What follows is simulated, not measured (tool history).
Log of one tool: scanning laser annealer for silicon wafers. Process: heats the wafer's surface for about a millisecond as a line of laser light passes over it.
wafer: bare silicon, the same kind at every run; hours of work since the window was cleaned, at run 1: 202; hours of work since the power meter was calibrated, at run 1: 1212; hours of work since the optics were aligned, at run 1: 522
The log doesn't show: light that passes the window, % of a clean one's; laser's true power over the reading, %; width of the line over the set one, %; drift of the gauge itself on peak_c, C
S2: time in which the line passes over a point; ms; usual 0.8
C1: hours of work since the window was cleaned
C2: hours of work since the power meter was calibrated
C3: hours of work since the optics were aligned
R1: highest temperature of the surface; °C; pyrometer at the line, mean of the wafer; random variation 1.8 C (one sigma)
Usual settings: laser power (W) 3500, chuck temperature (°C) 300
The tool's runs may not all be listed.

Run 1, hour 0: usual settings; C1 202; C2 1212; C3 522. Result: R1 1050 °C.
Run 2, hour 16.8: usual settings; C1 215; C2 1225; C3 535. Result: R1 1048 °C.
Run 3, hour 36.1: usual settings; C1 229; C2 1240; C3 549. Result: R1 1050 °C.
Run 4, hour 53: usual settings but S2 0.659 ms; C1 242; C2 1253; C3 562. Result: R1 982 °C.
Run 5, hour 81.3: usual settings but S2 0.659 ms; C1 264; C2 1274; C3 584. Result: R1 981 °C.
Run 6, hour 106.7: usual settings but S2 0.659 ms; C1 283; C2 1294; C3 603. Result: R1 982 °C.
Run 7, hour 123.5: usual settings but chuck temperature (°C) 327; C1 296; C2 1307; C3 616. Result: R1 1073 °C.
Run 8, hour 156.9: usual settings but chuck temperature (°C) 327; C1 321; C2 1332; C3 641. Result: R1 1075 °C.
Run 9, hour 178: usual settings but chuck temperature (°C) 327; C1 338; C2 1348; C3 658. Result: R1 1074 °C.
Run 10, hour 213.9: usual settings but laser power (W) 3342; C1 365; C2 1376; C3 685. Result: R1 998 °C.
Run 11, hour 241: usual settings but laser power (W) 3180; C1 386; C2 1396; C3 706. Result: R1 953 °C.
Run 12, hour 269: usual settings but laser power (W) 3832, S2 0.811 ms, chuck temperature (°C) 316; C1 407; C2 1418; C3 727. Result: R1 1152 °C.
Run 13, hour 306.6: usual settings but laser power (W) 3318, S2 0.811 ms, chuck temperature (°C) 306; C1 436; C2 1446; C3 756. Result: R1 1002 °C.
Run 14, hour 324.9: usual settings but laser power (W) 3001, S2 0.811 ms, chuck temperature (°C) 318; C1 450; C2 1460; C3 770. Result: R1 932 °C.
Run 15, hour 341.6: usual settings but laser power (W) 3001, S2 0.68 ms, chuck temperature (°C) 318; C1 462; C2 1473; C3 782. Result: R1 878 °C.
Run 16, hour 358.7: usual settings but laser power (W) 3001, S2 0.68 ms, chuck temperature (°C) 318; C1 475; C2 1486; C3 795. Result: R1 878 °C.
Run 17, hour 387.6: usual settings but laser power (W) 3763, S2 0.664 ms; C1 498; C2 1508; C3 817. Result: R1 1042 °C.
Run 18, hour 414.4: usual settings but laser power (W) 3763, S2 0.664 ms; C1 518; C2 1529; C3 838. Result: R1 1037 °C.
Run 19, hour 437.4: usual settings but chuck temperature (°C) 305; C1 536; C2 1546; C3 855. Result: R1 1041 °C.
Run 20, hour 464.4: usual settings but laser power (W) 3272, S2 0.615 ms, chuck temperature (°C) 320; C1 556; C2 1567; C3 876. Result: R1 917 °C.
Run 21, hour 488.3: usual settings but laser power (W) 3179, chuck temperature (°C) 295; C1 574; C2 1585; C3 894. Result: R1 941 °C.

Measured less the same run without the tool's hidden state. The same run-to-run variation is in both; the gauge's scatter may not be:
run   R1
  1  -11
  2  -11
  3  -12
  4  -12
  5  -13
  6  -13
  7  -15
  8  -16
  9  -16
 10  -17
 11  -16
 12  -21
 13  -19
 14  -17
 15  -16
 16  -17
 17  -23
 18  -24
 19  -25
 20  -21
 21  -23

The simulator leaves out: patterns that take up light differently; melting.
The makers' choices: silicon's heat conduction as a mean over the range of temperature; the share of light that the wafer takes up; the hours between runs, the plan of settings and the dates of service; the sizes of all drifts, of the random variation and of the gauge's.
